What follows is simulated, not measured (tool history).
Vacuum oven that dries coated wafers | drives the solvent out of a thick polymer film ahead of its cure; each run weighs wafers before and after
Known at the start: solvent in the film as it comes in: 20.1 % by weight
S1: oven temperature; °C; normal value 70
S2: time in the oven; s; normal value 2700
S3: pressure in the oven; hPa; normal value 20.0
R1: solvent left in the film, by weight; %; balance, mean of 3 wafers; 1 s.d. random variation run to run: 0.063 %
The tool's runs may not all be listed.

run,hour,S1,S2,S3,R1
1,0.0,70,2700,20.0,3.70
2,11.2,70,3600,20.0,2.47
3,19.6,70,3600,20.0,2.51
4,28.3,70,3900,20.0,2.23
5,41.2,70,3900,20.0,2.24
6,52.2,70,3900,20.0,2.26
7,65.4,70,3900,20.0,2.20
8,78.7,70,2700,20.0,3.84
9,87.3,70,2700,20.0,3.73
10,94.2,70,2700,20.0,3.77
11,105.0,70,2700,20.0,3.87
12,116.4,70,2700,20.0,3.86
13,127.3,70,3060,20.0,3.34
14,139.6,70,3060,20.0,3.26
15,153.6,70,3060,20.0,3.26
16,163.9,70,1740,20.0,6.29
17,175.6,70,1740,20.0,6.16
18,184.7,70,1860,20.0,5.79
19,198.4,70,1860,20.0,5.94
20,210.3,84,2700,53.7,1.85
21,218.6,84,2700,53.7,1.90
22,231.7,63,1500,51.1,10.24
23,245.9,63,1500,51.1,10.38
24,256.7,63,1500,51.1,10.22
25,268.3,60,3300,12.8,5.70
26,284.5,70,2700,11.3,3.63
27,300.0,70,2700,11.3,3.66
28,316.6,65,2160,71.8,8.44
29,331.7,83,2220,16.2,1.60
30,347.7,85,4740,11.5,0.37
31,361.1,85,4740,11.5,0.31
32,376.0,85,2400,44.4,1.73
33,383.4,85,2400,44.4,1.77
34,394.2,83,4260,22.2,0.66
35,408.9,83,4260,22.2,0.76
36,418.8,68,1380,73.4,9.88

3 options for the next run, each taken on its own from the tool as it stands now. Forecast them:
A,435.2,57,2220,14.4,?
B,435.2,68,1380,73.4,?
C,435.2,74,2700,51.2,?

run,R1
A,9.08
B,9.79
C,3.71
With no hidden state in the tool, these same runs would have given:
run,R1
A,9.01
B,9.75
C,3.66

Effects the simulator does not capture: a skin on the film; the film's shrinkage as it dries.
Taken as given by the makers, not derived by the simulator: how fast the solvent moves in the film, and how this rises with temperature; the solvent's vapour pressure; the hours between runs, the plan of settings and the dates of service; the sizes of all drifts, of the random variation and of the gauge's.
